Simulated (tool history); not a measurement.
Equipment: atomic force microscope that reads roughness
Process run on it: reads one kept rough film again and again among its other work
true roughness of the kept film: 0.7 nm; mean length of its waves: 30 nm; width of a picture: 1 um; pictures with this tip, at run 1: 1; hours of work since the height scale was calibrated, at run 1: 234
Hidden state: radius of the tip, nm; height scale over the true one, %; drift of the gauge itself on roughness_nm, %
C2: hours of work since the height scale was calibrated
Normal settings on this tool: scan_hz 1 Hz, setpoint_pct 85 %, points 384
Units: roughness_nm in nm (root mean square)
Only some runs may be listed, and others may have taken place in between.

run 1 day=0 | scan_hz=1 setpoint_pct=85 points=384 | pictures_with_this_tip=1 C2=234 | roughness_nm=0.618
run 2 day=1.792 | scan_hz=0.55 setpoint_pct=85 points=384 | pictures_with_this_tip=51 C2=252 | roughness_nm=0.642
run 3 day=3.912 | scan_hz=1 setpoint_pct=85 points=384 | pictures_with_this_tip=110 C2=273 | roughness_nm=0.608
run 4 day=6.429 | scan_hz=1 setpoint_pct=85 points=384 | pictures_with_this_tip=180 C2=298 | roughness_nm=0.6
-- day=6.696 new tip fitted
run 5 day=8.2 | scan_hz=1 setpoint_pct=85 points=375 | pictures_with_this_tip=42 C2=315 | roughness_nm=0.621
run 6 day=10.008 | scan_hz=1 setpoint_pct=85 points=392 | pictures_with_this_tip=93 C2=333 | roughness_nm=0.61
run 7 day=11.433 | scan_hz=1 setpoint_pct=85 points=392 | pictures_with_this_tip=133 C2=348 | roughness_nm=0.607
-- day=13.392 new tip fitted
run 8 day=13.896 | scan_hz=1 setpoint_pct=56 points=384 | pictures_with_this_tip=14 C2=372 | roughness_nm=0.667
run 9 day=15.533 | scan_hz=1 setpoint_pct=56 points=384 | pictures_with_this_tip=60 C2=388 | roughness_nm=0.658
run 10 day=17.704 | scan_hz=1 setpoint_pct=56 points=384 | pictures_with_this_tip=120 C2=410 | roughness_nm=0.656
run 11 day=19.512 | scan_hz=1 setpoint_pct=56 points=384 | pictures_with_this_tip=171 C2=428 | roughness_nm=0.645
-- day=20.188 new tip fitted
run 12 day=21.283 | scan_hz=1 setpoint_pct=56 points=384 | pictures_with_this_tip=31 C2=445 | roughness_nm=0.663
run 13 day=22.971 | scan_hz=1 setpoint_pct=56 points=384 | pictures_with_this_tip=78 C2=462 | roughness_nm=0.658
run 14 day=24.096 | scan_hz=2.63 setpoint_pct=85 points=384 | pictures_with_this_tip=110 C2=473 | roughness_nm=0.524
run 15 day=25.917 | scan_hz=2.63 setpoint_pct=85 points=384 | pictures_with_this_tip=160 C2=491 | roughness_nm=0.521
-- day=26.829 new tip fitted
run 16 day=27.229 | scan_hz=1 setpoint_pct=85 points=358 | pictures_with_this_tip=12 C2=504 | roughness_nm=0.613
run 17 day=28.408 | scan_hz=1 setpoint_pct=85 points=358 | pictures_with_this_tip=44 C2=516 | roughness_nm=0.609
run 18 day=30.383 | scan_hz=1 setpoint_pct=64 points=384 | pictures_with_this_tip=100 C2=536 | roughness_nm=0.649
run 19 day=32.862 | scan_hz=1 setpoint_pct=64 points=384 | pictures_with_this_tip=169 C2=560 | roughness_nm=0.641
-- day=33.475 new tip fitted
run 20 day=35.008 | scan_hz=1 setpoint_pct=85 points=405 | pictures_with_this_tip=42 C2=581 | roughness_nm=0.615
run 21 day=36.954 | scan_hz=1 setpoint_pct=85 points=384 | pictures_with_this_tip=97 C2=601 | roughness_nm=0.605
run 22 day=39.208 | scan_hz=1 setpoint_pct=85 points=384 | pictures_with_this_tip=160 C2=623 | roughness_nm=0.602
-- day=40.121 new tip fitted
run 23 day=40.717 | scan_hz=1 setpoint_pct=85 points=384 | pictures_with_this_tip=16 C2=638 | roughness_nm=0.618
run 24 day=43.171 | scan_hz=0.67 setpoint_pct=85 points=384 | pictures_with_this_tip=85 C2=662 | roughness_nm=0.625
run 25 day=44.733 | scan_hz=0.63 setpoint_pct=85 points=384 | pictures_with_this_tip=129 C2=678 | roughness_nm=0.624
run 26 day=46.521 | scan_hz=1 setpoint_pct=80 points=384 | pictures_with_this_tip=179 C2=696 | roughness_nm=0.616
-- day=46.775 new tip fitted
run 27 day=47.854 | scan_hz=1 setpoint_pct=80 points=384 | pictures_with_this_tip=30 C2=709 | roughness_nm=0.628
run 28 day=49.346 | scan_hz=1 setpoint_pct=79 points=485 | pictures_with_this_tip=72 C2=724 | roughness_nm=0.628
run 29 day=50.821 | scan_hz=1 setpoint_pct=79 points=485 | pictures_with_this_tip=113 C2=738 | roughness_nm=0.622
run 30 day=52.075 | scan_hz=3.16 setpoint_pct=79 points=967 | pictures_with_this_tip=148 C2=751 | roughness_nm=0.541
-- day=53.608 new tip fitted
run 31 day=54.362 | scan_hz=1 setpoint_pct=82 points=768 | pictures_with_this_tip=21 C2=773 | roughness_nm=0.626
run 32 day=55.525 | scan_hz=1.33 setpoint_pct=61 points=560 | pictures_with_this_tip=53 C2=785 | roughness_nm=0.655
-- day=55.712 height scale calibrated on a step standard
run 33 day=57.212 | scan_hz=1.33 setpoint_pct=61 points=560 | pictures_with_this_tip=99 C2=15 | roughness_nm=0.642
run 34 day=58.929 | scan_hz=1.33 setpoint_pct=61 points=560 | pictures_with_this_tip=147 C2=32 | roughness_nm=0.638
-- day=60.358 new tip fitted
run 35 day=60.421 | scan_hz=0.99 setpoint_pct=64 points=563 | pictures_with_this_tip=2 C2=47 | roughness_nm=0.657
-- day=61.142 height scale calibrated on a step standard, once more
run 36 day=61.979 | scan_hz=0.99 setpoint_pct=64 points=563 | pictures_with_this_tip=44 C2=8 | roughness_nm=0.662
run 37 day=63.396 | scan_hz=0.99 setpoint_pct=64 points=563 | pictures_with_this_tip=83 C2=22 | roughness_nm=0.659
run 38 day=65.033 | scan_hz=0.99 setpoint_pct=64 points=563 | pictures_with_this_tip=129 C2=39 | roughness_nm=0.651
run 39 day=66.492 | scan_hz=1 setpoint_pct=71 points=633 | pictures_with_this_tip=170 C2=53 | roughness_nm=0.635
-- day=67.075 new tip fitted
run 40 day=67.942 | scan_hz=2.86 setpoint_pct=87 points=640 | pictures_with_this_tip=24 C2=67 | roughness_nm=0.521
run 41 day=70.179 | scan_hz=2.7 setpoint_pct=60 points=772 | pictures_with_this_tip=87 C2=90 | roughness_nm=0.632
run 42 day=71.354 | scan_hz=2.7 setpoint_pct=60 points=772 | pictures_with_this_tip=119 C2=101 | roughness_nm=0.632
-- day=73.804 new tip fitted
run 43 day=73.9 | scan_hz=2.7 setpoint_pct=60 points=772 | pictures_with_this_tip=3 C2=127 | roughness_nm=0.643
run 44 day=76.317 | scan_hz=2.7 setpoint_pct=60 points=772 | pictures_with_this_tip=71 C2=151 | roughness_nm=0.633
run 45 day=78.512 | scan_hz=2.7 setpoint_pct=60 points=772 | pictures_with_this_tip=132 C2=173 | roughness_nm=0.628
run 46 day=79.942 | scan_hz=1.16 setpoint_pct=56 points=390 | pictures_with_this_tip=172 C2=187 | roughness_nm=0.646
-- day=80.546 new tip fitted
run 47 day=82.129 | scan_hz=1.16 setpoint_pct=56 points=390 | pictures_with_this_tip=45 C2=208 | roughness_nm=0.662
run 48 day=83.721 | scan_hz=1 setpoint_pct=85 points=800 | pictures_with_this_tip=89 C2=224 | roughness_nm=0.613
run 49 day=84.917 | scan_hz=1 setpoint_pct=85 points=800 | pictures_with_this_tip=122 C2=236 | roughness_nm=0.61
run 50 day=86.112 | scan_hz=1 setpoint_pct=85 points=800 | pictures_with_this_tip=156 C2=248 | roughness_nm=0.61
-- day=87.238 new tip fitted
run 51 day=87.779 | scan_hz=1 setpoint_pct=69 points=477 | pictures_with_this_tip=15 C2=264 | roughness_nm=0.653

Below are 5 alternative next runs, each starting from the tool's condition after run 51. Predict each:
run A day=89.8 | scan_hz=0.82 setpoint_pct=56 points=735 | pictures_with_this_tip=71 C2=284 | roughness_nm=?
run B day=89.8 | scan_hz=0.53 setpoint_pct=58 points=722 | pictures_with_this_tip=71 C2=284 | roughness_nm=?
run C day=89.8 | scan_hz=0.8 setpoint_pct=85 points=384 | pictures_with_this_tip=71 C2=284 | roughness_nm=?
run D day=89.8 | scan_hz=0.7 setpoint_pct=58 points=308 | pictures_with_this_tip=71 C2=284 | roughness_nm=?
run E day=89.8 | scan_hz=1 setpoint_pct=65 points=384 | pictures_with_this_tip=71 C2=284 | roughness_nm=?

run=A roughness_nm=0.668
run=B roughness_nm=0.668
run=C roughness_nm=0.629
run=D roughness_nm=0.664
run=E roughness_nm=0.653
Stripped of hidden state, with their random variation kept, the same runs would have yielded:
run=A roughness_nm=0.678
run=B roughness_nm=0.679
run=C roughness_nm=0.639
run=D roughness_nm=0.675
run=E roughness_nm=0.663

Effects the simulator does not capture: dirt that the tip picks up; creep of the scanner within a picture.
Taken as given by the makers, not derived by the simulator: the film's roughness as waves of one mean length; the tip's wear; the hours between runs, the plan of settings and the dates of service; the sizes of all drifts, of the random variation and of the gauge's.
